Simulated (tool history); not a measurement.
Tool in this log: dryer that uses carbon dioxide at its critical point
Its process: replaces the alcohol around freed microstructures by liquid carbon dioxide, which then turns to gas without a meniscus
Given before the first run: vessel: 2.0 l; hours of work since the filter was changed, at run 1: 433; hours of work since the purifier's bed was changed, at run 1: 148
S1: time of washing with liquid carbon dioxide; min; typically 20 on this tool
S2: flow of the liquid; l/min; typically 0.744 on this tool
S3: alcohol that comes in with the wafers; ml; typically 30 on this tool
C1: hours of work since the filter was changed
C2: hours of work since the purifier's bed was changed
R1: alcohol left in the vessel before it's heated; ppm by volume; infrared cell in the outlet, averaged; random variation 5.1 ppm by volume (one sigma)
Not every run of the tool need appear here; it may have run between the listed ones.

Run 1, day 0.000: usual settings; C1 433; C2 148. Result: R1 109 ppm by volume.
Run 2, day 0.354: usual settings; C1 439; C2 154. Result: R1 111 ppm by volume.
Run 3, day 0.533: usual settings; C1 442; C2 157. Result: R1 109 ppm by volume.
Run 4, day 0.821: usual settings but S1 25 min; C1 447; C2 162. Result: R1 67 ppm by volume.
Run 5, day 0.996: usual settings but S3 43 ml; C1 450; C2 165. Result: R1 128 ppm by volume.
Run 6, day 1.275: usual settings but S3 22 ml; C1 454; C2 170. Result: R1 100 ppm by volume.
Run 7, day 1.567: usual settings but S3 23 ml; C1 459; C2 175. Result: R1 103 ppm by volume.
Run 8, day 1.796: usual settings but S3 23 ml; C1 463; C2 178. Result: R1 106 ppm by volume.
Run 9, day 2.054: usual settings but S3 23 ml; C1 467; C2 183. Result: R1 108 ppm by volume.
Run 10, day 2.421: usual settings; C1 473; C2 189. Result: R1 120 ppm by volume.
Run 11, day 2.767: usual settings but S1 18 min; C1 479; C2 195. Result: R1 162 ppm by volume.
Run 12, day 2.929: usual settings but S1 18 min, S2 0.974 l/min; C1 482; C2 197. Result: R1 79 ppm by volume.
Run 13, day 3.150: usual settings but S1 18 min, S2 0.974 l/min, S3 64 ml; C1 486; C2 201. Result: R1 117 ppm by volume.
Run 14, day 3.362: usual settings but S1 18 min, S2 0.974 l/min, S3 64 ml; C1 489; C2 205. Result: R1 111 ppm by volume.
Run 15, day 3.692: usual settings; C1 495; C2 210. Result: R1 121 ppm by volume.
Run 16, day 4.008: usual settings but S1 26 min; C1 500; C2 215. Result: R1 80 ppm by volume.
Run 17, day 4.371: usual settings but S1 26 min; C1 506; C2 221. Result: R1 74 ppm by volume.
Run 18, day 4.688: usual settings but S1 26 min; C1 511; C2 227. Result: R1 81 ppm by volume.
Run 19, day 4.954: usual settings but S1 26 min; C1 516; C2 231. Result: R1 82 ppm by volume.
Run 20, day 5.354: usual settings but S1 26 min; C1 522; C2 238. Result: R1 86 ppm by volume.
At day 5.750: inlet filter changed.
Run 21, day 5.754: usual settings but S1 26 min; C1 0; C2 244. Result: R1 74 ppm by volume.
Run 22, day 6.146: usual settings but S1 26 min; C1 7; C2 250. Result: R1 78 ppm by volume.
Run 23, day 6.421: usual settings but S2 0.839 l/min, S3 33 ml; C1 11; C2 255. Result: R1 102 ppm by volume.
Run 24, day 6.729: usual settings but S2 0.839 l/min, S3 86 ml; C1 16; C2 260. Result: R1 138 ppm by volume.
Run 25, day 7.004: usual settings but S2 0.839 l/min, S3 86 ml; C1 21; C2 265. Result: R1 143 ppm by volume.
Run 26, day 7.271: usual settings but S2 0.839 l/min, S3 86 ml; C1 25; C2 269. Result: R1 139 ppm by volume.
Run 27, day 7.504: usual settings but S2 0.839 l/min, S3 86 ml; C1 29; C2 273. Result: R1 145 ppm by volume.
Run 28, day 7.712: usual settings but S2 0.839 l/min, S3 86 ml; C1 33; C2 276. Result: R1 147 ppm by volume.
Run 29, day 8.000: usual settings but S1 22 min, S3 39 ml; C1 38; C2 281. Result: R1 123 ppm by volume.
Run 30, day 8.167: usual settings but S1 22 min, S3 39 ml; C1 40; C2 284. Result: R1 126 ppm by volume.
Run 31, day 8.371: usual settings but S1 16 min, S3 40 ml; C1 44; C2 287. Result: R1 274 ppm by volume.
Run 32, day 8.758: usual settings but S1 14 min, S2 0.580 l/min, S3 113 ml; C1 50; C2 294. Result: R1 2329 ppm by volume.
Run 33, day 8.933: usual settings but S1 14 min, S2 0.580 l/min, S3 113 ml; C1 53; C2 297. Result: R1 2400 ppm by volume.
Run 34, day 9.175: usual settings but S1 14 min, S2 0.580 l/min, S3 113 ml; C1 57; C2 301. Result: R1 2374 ppm by volume.
Run 35, day 9.417: usual settings but S1 31 min, S2 0.914 l/min; C1 61; C2 305. Result: R1 95 ppm by volume.
Run 36, day 9.812: usual settings but S1 13 min, S2 0.914 l/min, S3 66 ml; C1 68; C2 312. Result: R1 444 ppm by volume.
Run 37, day 10.188: usual settings but S1 19 min, S2 0.467 l/min, S3 66 ml; C1 74; C2 318. Result: R1 1049 ppm by volume.
Run 38, day 10.438: usual settings but S1 19 min, S2 1.085 l/min, S3 32 ml; C1 78; C2 322. Result: R1 109 ppm by volume.
Run 39, day 10.667: usual settings but S1 17 min, S2 0.884 l/min, S3 32 ml; C1 82; C2 326. Result: R1 154 ppm by volume.
Run 40, day 10.954: usual settings but S1 17 min, S2 0.884 l/min, S3 32 ml; C1 87; C2 331. Result: R1 152 ppm by volume.

Below, some changes in R1 between adjacent runs. For each, the amount present without the hidden state too (settings, incoming material, random variation) and the amount remaining for the hidden state with gauge scatter not shared by both compared results:
The tool's hidden condition here consists of: flow that reaches the vessel past the clogged filter, %; alcohol in the recycled carbon dioxide, ppm; drift of the gauge itself on alcohol_ppm, %.
Run 31 -> 32: S1 16 -> 14, S2 0.744 -> 0.580, S3 40 -> 113. R1 +2055 ppm by volume: hidden state +50, all else +2005.
Run 34 -> 35: S1 14 -> 31, S2 0.580 -> 0.914, S3 113 -> 30. R1 -2279 ppm by volume: hidden state -59, all else -2220.
Run 37 -> 38: S2 0.467 -> 1.085, S3 66 -> 32. R1 -940 ppm by volume: hidden state -32, all else -908.
